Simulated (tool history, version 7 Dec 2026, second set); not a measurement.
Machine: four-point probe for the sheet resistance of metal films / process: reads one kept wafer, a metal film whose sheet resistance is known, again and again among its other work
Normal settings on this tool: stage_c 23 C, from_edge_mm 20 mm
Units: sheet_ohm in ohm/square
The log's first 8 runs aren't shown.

run	hour	stage_c	from_edge_mm	touches since the probe head was changed	hours of work since the stage's thermometer was calibrated	sheet_ohm
9	548.9	27	20	46395	338	2.887214
10	619.6	23	20	47549	369	2.885717
11	697.8	23	20	48827	402	2.88829
12	748.8	23	20	49660	424	2.887682
13	804.3	23	20	50567	448	2.888139
14	874.2	23	20	51708	478	2.888376
15	914.1	23	20	52361	495	2.88839
16	973.5	23	20	53331	520	2.889534
17	1009.8	23	20	53925	536	2.88886
18	1095.8	23	20	55330	573	2.888897
19	1142.2	23	20	56088	593	2.891084
20	1216.5	21	14	57300	624	2.893844

Forecast run 21:
21	1295.5	34	5	58591	658	?

sheet_ohm: 2.951441 ohm/square
If the tool had no hidden condition, the same run with the same run-to-run variation would have returned sheet_ohm 2.932588 ohm/square.
